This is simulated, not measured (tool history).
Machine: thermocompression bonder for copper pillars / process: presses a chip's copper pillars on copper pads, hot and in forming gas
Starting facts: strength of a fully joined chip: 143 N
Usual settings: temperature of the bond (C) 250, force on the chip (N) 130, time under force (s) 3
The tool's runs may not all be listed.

run	hour	temperature of the bond (C)	force on the chip (N)	time under force (s)	force that shears a chip off (N)
1	0	250	130	3	57.1
2	12.9	250	160	3	64.2
3	27.7	250	160	3	63.5
4	40.6	250	160	3	61.8
5	53.9	250	160	3	63.7
6	72.1	221	130	3	34.4
7	92.1	256	130	3	62.5
8	107.8	256	130	3	61.4
9	126.5	250	130	8	78.3
10	136.5	250	130	8	78.7
11	152.6	250	130	8	76.9
12	167.8	250	130	8	76.9
13	184.6	250	130	8	76.3
14	198.4	250	130	3	56.7
15	209.3	250	130	3	55.9
16	227.3	250	130	3	56.1
# hour 234.8: forming gas filter changed
17	244.7	250	130	3	62.8
18	255.9	250	84	3	46.5
19	266.5	250	130	3	62.9
20	276.4	250	130	3	61.6

Run 21, settings as shown, results not yet in. Your forecast:
21	286.7	221	143	2	?

Run 21 yielded force that shears a chip off (N) 33.9.
Without the tool's hidden state the same run would have given force that shears a chip off (N) 26.6.
